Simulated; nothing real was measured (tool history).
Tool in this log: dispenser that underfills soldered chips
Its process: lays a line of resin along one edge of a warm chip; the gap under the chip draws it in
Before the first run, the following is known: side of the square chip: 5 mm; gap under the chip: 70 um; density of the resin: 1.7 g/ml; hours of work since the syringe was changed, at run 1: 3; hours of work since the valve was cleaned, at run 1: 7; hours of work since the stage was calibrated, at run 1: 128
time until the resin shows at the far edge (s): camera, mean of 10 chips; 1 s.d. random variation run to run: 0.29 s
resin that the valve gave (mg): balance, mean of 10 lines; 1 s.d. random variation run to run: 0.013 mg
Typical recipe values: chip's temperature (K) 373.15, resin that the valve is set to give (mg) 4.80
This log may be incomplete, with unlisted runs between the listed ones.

run,hour,chip's temperature (K),resin that the valve is set to give (mg),hours of work since the syringe was changed,hours of work since the valve was cleaned,hours of work since the stage was calibrated,time until the resin shows at the far edge (s),resin that the valve gave (mg)
1,0.0,373.15,4.80,3,7,128,6.2,4.78
2,2.8,373.15,5.08,5,8,130,6.6,5.06
# hour 7.1: new syringe of resin
3,9.0,373.15,5.76,1,12,133,5.4,5.74
4,12.8,373.15,5.76,3,14,135,6.3,5.71
5,17.6,373.15,4.80,6,17,138,8.1,4.76
# hour 18.9: new syringe of resin
6,23.2,373.15,4.80,3,20,142,6.3,4.76
7,28.3,373.15,4.80,6,23,145,7.7,4.73
# hour 30.8: new syringe of resin
8,32.4,366.15,5.86,1,26,147,6.5,5.78
9,38.2,360.15,5.80,4,29,150,10.2,5.70
10,41.6,376.15,5.80,7,31,153,7.6,5.74
# hour 42.7: new syringe of resin
11,45.4,376.15,5.53,2,33,155,5.3,5.46
12,51.3,376.15,5.53,5,37,158,7.2,5.39
# hour 54.7: new syringe of resin
13,57.8,376.15,4.52,2,41,162,5.3,4.42

Selected run-to-run steps in time until the resin shows at the far edge (s), each split into two signed amounts: the part the tool would show with no hidden state at all (from settings, incoming material and random variation), and the remainder, which goes to the hidden state together with any gauge scatter not common to the measured and the hidden-state-free results:
Unlogged tool condition in this case: resin's viscosity, % of fresh resin's; dose that the valve gives, % of what is set; true chip temperature over the reading, C; drift of the gauge itself on fill_s, %; drift of the gauge itself on given_mg, %.
Run 8 -> 9: chip's temperature (K) 366.15 -> 360.15, resin that the valve is set to give (mg) 5.86 -> 5.80. time until the resin shows at the far edge (s) +3.7: hidden state +2.5, all else +1.2.
